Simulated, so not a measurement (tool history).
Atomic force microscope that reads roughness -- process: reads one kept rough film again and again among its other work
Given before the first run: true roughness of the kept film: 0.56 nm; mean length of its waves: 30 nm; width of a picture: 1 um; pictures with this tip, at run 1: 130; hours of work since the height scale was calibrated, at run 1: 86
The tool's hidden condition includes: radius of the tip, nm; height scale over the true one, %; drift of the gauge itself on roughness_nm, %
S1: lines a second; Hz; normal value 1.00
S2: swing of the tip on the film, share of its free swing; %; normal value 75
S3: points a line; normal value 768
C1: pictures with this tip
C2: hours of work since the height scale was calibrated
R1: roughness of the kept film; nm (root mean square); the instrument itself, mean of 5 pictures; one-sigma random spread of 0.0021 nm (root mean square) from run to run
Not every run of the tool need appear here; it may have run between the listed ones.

run	hour	S1	S2	S3	C1	C2	R1
1	0.0	1.00	75	768	130	86	0.501
2	21.8	1.00	75	768	176	103	0.494
3	36.4	2.14	75	768	206	115	0.462
4	52.7	2.14	75	768	240	128	0.458
5	72.9	2.14	75	768	283	144	0.455
# hour 87.3: new tip fitted
6	87.5	2.14	75	557	0	155	0.476
7	106.1	2.14	75	557	39	170	0.473
8	116.1	1.00	75	643	60	177	0.503
9	131.8	2.76	61	362	93	190	0.496
10	143.4	2.76	61	362	117	199	0.493
11	154.8	2.76	89	362	141	208	0.388
12	178.0	3.75	75	586	190	226	0.422
13	192.0	2.22	55	768	219	237	0.502
14	205.2	1.00	85	768	247	248	0.469
15	216.3	1.00	85	469	270	257	0.471
# hour 234.8: new tip fitted
16	234.8	3.20	71	722	0	271	0.469

Consider 3 possible next runs. They are alternatives, not a sequence: every one starts from the tool as it was left by run 16. What does each give?
A	247.8	3.55	75	342	27	281	?
B	247.8	1.00	75	266	27	281	?
C	247.8	1.00	75	600	27	281	?

run	R1
A	0.440
B	0.502
C	0.508
Take away the tool's hidden state, keep each run's random variation, and the runs would have read:
run	R1
A	0.441
B	0.503
C	0.509

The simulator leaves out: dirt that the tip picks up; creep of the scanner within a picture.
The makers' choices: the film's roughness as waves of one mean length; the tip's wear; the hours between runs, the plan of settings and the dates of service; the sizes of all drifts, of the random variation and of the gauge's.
